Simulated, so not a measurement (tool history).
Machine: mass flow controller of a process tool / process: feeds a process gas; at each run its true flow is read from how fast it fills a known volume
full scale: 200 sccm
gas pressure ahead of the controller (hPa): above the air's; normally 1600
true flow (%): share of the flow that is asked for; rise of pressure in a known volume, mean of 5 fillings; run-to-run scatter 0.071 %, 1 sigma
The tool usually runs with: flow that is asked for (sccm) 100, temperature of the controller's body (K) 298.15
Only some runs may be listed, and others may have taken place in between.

run    hour  flow that is asked for (sccm)  gas pressure ahead of the controller (hPa)  temperature of the controller's body (K)  true flow (%)
  1     0.0                            100                                        1600                                    298.15         101.47
  2    69.2                            100                                        1600                                    298.15         101.40
  3   148.0                            100                                        1600                                    298.15         101.37
  4   230.6                             23                                        1600                                    298.15          92.72
  5   309.9                            100                                        1600                                    305.15         101.39
  6   376.5                            100                                        1600                                    305.15         101.34
      395.0  -- controller exchanged for a calibrated one
  7   472.3                            100                                        1600                                    305.15          99.67
  8   548.6                            100                                        1600                                    305.15          99.58
  9   627.6                            100                                        1600                                    305.15          99.59
 10   676.1                            100                                        1600                                    301.15          99.84
 11   781.4                            100                                        1600                                    298.15          99.83
 12   844.8                            100                                        1600                                    298.15          99.85
 13   896.1                            100                                        1600                                    298.15          99.80
 14   947.9                            100                                        1600                                    298.15          99.92
 15  1056.5                            100                                        2400                                    298.15          99.75
 16  1123.1                            100                                        2400                                    298.15          99.68
 17  1195.8                            100                                        1600                                    298.15          99.92
 18  1251.4                            100                                        1600                                    298.15          99.76
 19  1346.7                             22                                        1600                                    298.15          98.69
 20  1393.0                            100                                        1600                                    298.15          99.84
 21  1459.9                            100                                        1600                                    298.15          99.96
 22  1512.2                             54                                        1600                                    298.15          99.57
 23  1581.7                            100                                        1600                                    298.15         100.02
 24  1673.6                            100                                        1600                                    298.15         100.06
 25  1770.2                            100                                        1600                                    298.15         100.07
 26  1822.9                             40                                        1600                                    302.15          99.25
 27  1910.8                             90                                        1770                                    296.15         100.11
 28  1998.8                             73                                        1770                                    295.15          99.89
 29  2071.0                             73                                        2250                                    295.15          99.90
 30  2156.1                             73                                        2250                                    295.15          99.80
 31  2205.4                             73                                        2250                                    295.15          99.86
 32  2263.1                             73                                        2250                                    295.15          99.95
 33  2352.6                             73                                        2250                                    295.15          99.89
 34  2443.9                             73                                        2250                                    295.15          99.79

Run 35 has not been measured yet. What should we expect?
 35  2507.9                             73                                        2250                                    295.15              ?

true flow (%): 99.90
On a tool with no hidden condition, and with the same random variation, this run would have come out at true flow (%) 99.80.
